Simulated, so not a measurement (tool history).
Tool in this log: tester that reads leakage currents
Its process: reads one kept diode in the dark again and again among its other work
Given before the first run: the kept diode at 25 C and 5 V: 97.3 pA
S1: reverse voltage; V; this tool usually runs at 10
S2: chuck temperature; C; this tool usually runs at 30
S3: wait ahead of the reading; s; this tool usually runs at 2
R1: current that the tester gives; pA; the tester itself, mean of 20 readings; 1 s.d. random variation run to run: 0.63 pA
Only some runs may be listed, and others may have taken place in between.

run 1 hour=0 | S1=10 S2=30 S3=2 | R1=207.93
run 2 hour=25.8 | S1=10 S2=39 S3=2 | R1=397.22
run 3 hour=48.8 | S1=10 S2=30 S3=2 | R1=206.88
run 4 hour=67.5 | S1=10 S2=30 S3=2 | R1=207.67
run 5 hour=94.5 | S1=10 S2=30 S3=3.66 | R1=206.76
run 6 hour=117.1 | S1=10 S2=30 S3=3.66 | R1=205.26
run 7 hour=131.9 | S1=10 S2=30 S3=3.66 | R1=206.08
run 8 hour=159 | S1=10 S2=30 S3=3.66 | R1=205.53
run 9 hour=178.6 | S1=10 S2=30 S3=3.66 | R1=202.98
run 10 hour=203.8 | S1=10 S2=30 S3=0.97 | R1=205.95
-- hour=207.4 tester calibrated
run 11 hour=229.8 | S1=10 S2=30 S3=0.97 | R1=203.57
run 12 hour=246.5 | S1=10 S2=30 S3=0.97 | R1=202.34
run 13 hour=271 | S1=10 S2=30 S3=0.97 | R1=202.85
run 14 hour=296.7 | S1=1.4 S2=30 S3=2 | R1=66.82
run 15 hour=324.5 | S1=1.4 S2=30 S3=2 | R1=66.23
run 16 hour=344.2 | S1=3.3 S2=46 S3=8.26 | R1=337.88
run 17 hour=361.2 | S1=3.3 S2=46 S3=8.26 | R1=337.96
run 18 hour=376.8 | S1=2.2 S2=43 S3=2 | R1=217.81
-- hour=405.5 tester calibrated, once more
run 19 hour=408.1 | S1=6.9 S2=26 S3=4 | R1=121.84
run 20 hour=434 | S1=6.9 S2=26 S3=4 | R1=121.38
run 21 hour=459 | S1=6.8 S2=30 S3=3 | R1=159.87
run 22 hour=482.6 | S1=6.8 S2=30 S3=3 | R1=159.23
run 23 hour=497.5 | S1=10 S2=42 S3=1.44 | R1=463.02
-- hour=510.2 chuck's temperature calibrated
run 24 hour=525.5 | S1=10 S2=42 S3=1.44 | R1=543.92
run 25 hour=542.6 | S1=3.3 S2=46 S3=1.49 | R1=390.41
run 26 hour=559.8 | S1=3.3 S2=46 S3=1.49 | R1=390.42
run 27 hour=591.6 | S1=3.3 S2=45 S3=1.49 | R1=363.26
run 28 hour=621.3 | S1=3.3 S2=45 S3=1.49 | R1=358.8

Selected run-to-run steps in R1, each split into two signed amounts: the part the tool would show with no hidden state at all (from settings, incoming material and random variation), and the remainder, which goes to the hidden state together with any gauge scatter not common to the measured and the hidden-state-free results:
What the log doesn't record here: stray current of the dirty probe card, pA a volt; current scale over the true one, %; true chuck temperature over the reading, C; drift of the gauge itself on leakage_pa, %.
Run 15 -> 16: S1 1.4 -> 3.3, S2 30 -> 46, S3 2 -> 8.26. R1 +271.65 pA: hidden state -36.81, all else +308.46.
Run 22 -> 23: S1 6.8 -> 10, S2 30 -> 42, S3 3 -> 1.44. R1 +303.79 pA: hidden state -43.56, all else +347.35.
Run 23 -> 24: chuck's temperature calibrated. R1 +80.9 pA: hidden state +80.35, all else +0.55.

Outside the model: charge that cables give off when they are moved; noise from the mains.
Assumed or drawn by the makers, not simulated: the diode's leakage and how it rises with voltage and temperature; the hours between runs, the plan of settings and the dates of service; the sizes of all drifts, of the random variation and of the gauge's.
